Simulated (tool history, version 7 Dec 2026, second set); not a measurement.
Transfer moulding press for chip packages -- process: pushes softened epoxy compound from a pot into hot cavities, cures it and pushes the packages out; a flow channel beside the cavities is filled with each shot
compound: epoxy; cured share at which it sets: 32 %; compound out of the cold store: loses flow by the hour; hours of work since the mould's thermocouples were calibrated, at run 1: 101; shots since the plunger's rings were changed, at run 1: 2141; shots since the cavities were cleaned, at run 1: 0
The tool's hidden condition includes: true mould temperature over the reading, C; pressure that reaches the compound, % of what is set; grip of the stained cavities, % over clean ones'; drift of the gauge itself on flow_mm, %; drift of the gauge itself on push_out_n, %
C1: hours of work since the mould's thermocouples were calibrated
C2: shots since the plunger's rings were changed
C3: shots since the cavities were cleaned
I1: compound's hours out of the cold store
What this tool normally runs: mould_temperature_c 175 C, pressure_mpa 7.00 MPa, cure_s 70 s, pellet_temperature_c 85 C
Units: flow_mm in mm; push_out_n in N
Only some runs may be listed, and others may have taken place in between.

Run 1, hour 0.0: usual settings; C1 101; C2 2141; C3 0; I1 25.3. Result: flow_mm 674 mm, push_out_n 629 N.
Run 2, hour 13.9: usual settings; C1 108; C2 2290; C3 149; I1 31.8. Result: flow_mm 648 mm, push_out_n 757 N.
Run 3, hour 29.3: usual settings; C1 116; C2 2454; C3 313; I1 9.5. Result: flow_mm 710 mm, push_out_n 913 N.
Run 4, hour 52.9: usual settings but pressure_mpa 7.82 MPa; C1 128; C2 2707; C3 566; I1 34.9. Result: flow_mm 661 mm, push_out_n 947 N.
At hour 76.0: cavities cleaned with cleaning compound and waxed.
Run 5, hour 77.8: usual settings but cure_s 76 s; C1 139; C2 2957; C3 20; I1 25.1. Result: flow_mm 660 mm, push_out_n 975 N.
Run 6, hour 96.1: usual settings but cure_s 76 s; C1 149; C2 3153; C3 216; I1 43.8. Result: flow_mm 597 mm, push_out_n 928 N.
Run 7, hour 114.2: usual settings but cure_s 76 s; C1 158; C2 3346; C3 409; I1 8.1. Result: flow_mm 699 mm, push_out_n 935 N.
Run 8, hour 127.8: usual settings but pressure_mpa 8.07 MPa, cure_s 76 s; C1 165; C2 3492; C3 555; I1 44.4. Result: flow_mm 637 mm, push_out_n 863 N.
Run 9, hour 140.0: usual settings but pressure_mpa 8.07 MPa, cure_s 76 s; C1 171; C2 3622; C3 685; I1 10.6. Result: flow_mm 753 mm, push_out_n 943 N.
At hour 152.1: cavities cleaned with cleaning compound and waxed.
Run 10, hour 154.3: usual settings; C1 177; C2 3759; C3 23; I1 23.0. Result: flow_mm 670 mm, push_out_n 646 N.
Run 11, hour 175.7: usual settings; C1 188; C2 3988; C3 252; I1 8.6. Result: flow_mm 694 mm, push_out_n 858 N.
At hour 195.0: cavities cleaned with cleaning compound and waxed, once more.
Run 12, hour 198.1: usual settings; C1 199; C2 4212; C3 34; I1 41.3. Result: flow_mm 606 mm, push_out_n 627 N.
Run 13, hour 210.0: usual settings; C1 205; C2 4339; C3 161; I1 29.2. Result: flow_mm 640 mm, push_out_n 739 N.
Run 14, hour 222.8: usual settings; C1 211; C2 4475; C3 297; I1 34.3. Result: flow_mm 615 mm, push_out_n 842 N.
Run 15, hour 246.6: usual settings but mould_temperature_c 178 C, pressure_mpa 5.94 MPa, cure_s 86 s, pellet_temperature_c 88 C; C1 223; C2 4730; C3 552; I1 40.9. Result: flow_mm 535 mm, push_out_n 569 N.
Run 16, hour 260.3: usual settings but pellet_temperature_c 87 C; C1 230; C2 4877; C3 699; I1 24.2. Result: flow_mm 629 mm, push_out_n 959 N.
At hour 272.2: cavities cleaned with cleaning compound and waxed.
Run 17, hour 283.3: usual settings but pellet_temperature_c 87 C; C1 241; C2 5106; C3 118; I1 17.4. Result: flow_mm 657 mm, push_out_n 737 N.
Run 18, hour 297.4: usual settings but pellet_temperature_c 87 C; C1 248; C2 5258; C3 270; I1 26.7. Result: flow_mm 627 mm, push_out_n 780 N.
Run 19, hour 323.9: usual settings but pressure_mpa 8.14 MPa, pellet_temperature_c 86 C; C1 261; C2 5540; C3 552; I1 10.9. Result: flow_mm 726 mm, push_out_n 1001 N.
At hour 348.2: cavities cleaned with cleaning compound and waxed.
Run 20, hour 353.0: usual settings but pressure_mpa 6.25 MPa, pellet_temperature_c 86 C; C1 275; C2 5836; C3 52; I1 14.1. Result: flow_mm 625 mm, push_out_n 675 N.
Run 21, hour 374.7: usual settings but pressure_mpa 6.25 MPa, pellet_temperature_c 86 C; C1 286; C2 6068; C3 284; I1 25.6. Result: flow_mm 588 mm, push_out_n 846 N.
Run 22, hour 394.3: usual settings but cure_s 75 s; C1 296; C2 6277; C3 493; I1 14.8. Result: flow_mm 659 mm, push_out_n 786 N.
Run 23, hour 421.8: usual settings but mould_temperature_c 174 C, pressure_mpa 5.73 MPa, cure_s 97 s, pellet_temperature_c 76 C; C1 310; C2 6571; C3 787; I1 9.9. Result: flow_mm 605 mm, push_out_n 624 N.
At hour 425.0: cavities cleaned with cleaning compound and waxed.
At hour 431.4: plunger's sealing rings changed.
Run 24, hour 449.7: usual settings but mould_temperature_c 182 C, pressure_mpa 5.73 MPa, cure_s 97 s, pellet_temperature_c 81 C; C1 322; C2 196; C3 238; I1 41.9. Result: flow_mm 560 mm, push_out_n 469 N.
Run 25, hour 475.4: usual settings but mould_temperature_c 177 C, pellet_temperature_c 82 C; C1 335; C2 471; C3 513; I1 41.3. Result: flow_mm 628 mm, push_out_n 773 N.
Run 26, hour 493.8: usual settings but pellet_temperature_c 80 C; C1 344; C2 667; C3 709; I1 40.4. Result: flow_mm 639 mm, push_out_n 1015 N.
At hour 504.9: cavities cleaned with cleaning compound and waxed.
Run 27, hour 522.2: usual settings but mould_temperature_c 174 C, cure_s 85 s, pellet_temperature_c 92 C; C1 358; C2 955; C3 186; I1 41.1. Result: flow_mm 629 mm, push_out_n 485 N.

Each row is a separate what-if for the run after 27, all from the same tool condition, not one after another. Results?
Run A, hour 534.4: usual settings but mould_temperature_c 171 C, pressure_mpa 6.28 MPa, cure_s 78 s, pellet_temperature_c 92 C; C1 364; C2 1085; C3 316; I1 17.3. Result: flow_mm ?, push_out_n ?.
Run B, hour 534.4: usual settings but mould_temperature_c 174 C, cure_s 90 s, pellet_temperature_c 92 C; C1 364; C2 1085; C3 316; I1 47.8. Result: flow_mm ?, push_out_n ?.
Run C, hour 534.4: usual settings but pressure_mpa 6.84 MPa, pellet_temperature_c 89 C; C1 364; C2 1085; C3 316; I1 39.2. Result: flow_mm ?, push_out_n ?.

run  flow_mm  push_out_n
  A      676         819
  B      609         523
  C      623         780
Stripped of hidden state, with their random variation kept, the same runs would have yielded:
run  flow_mm  push_out_n
  A      689         595
  B      620         371
  C      635         564
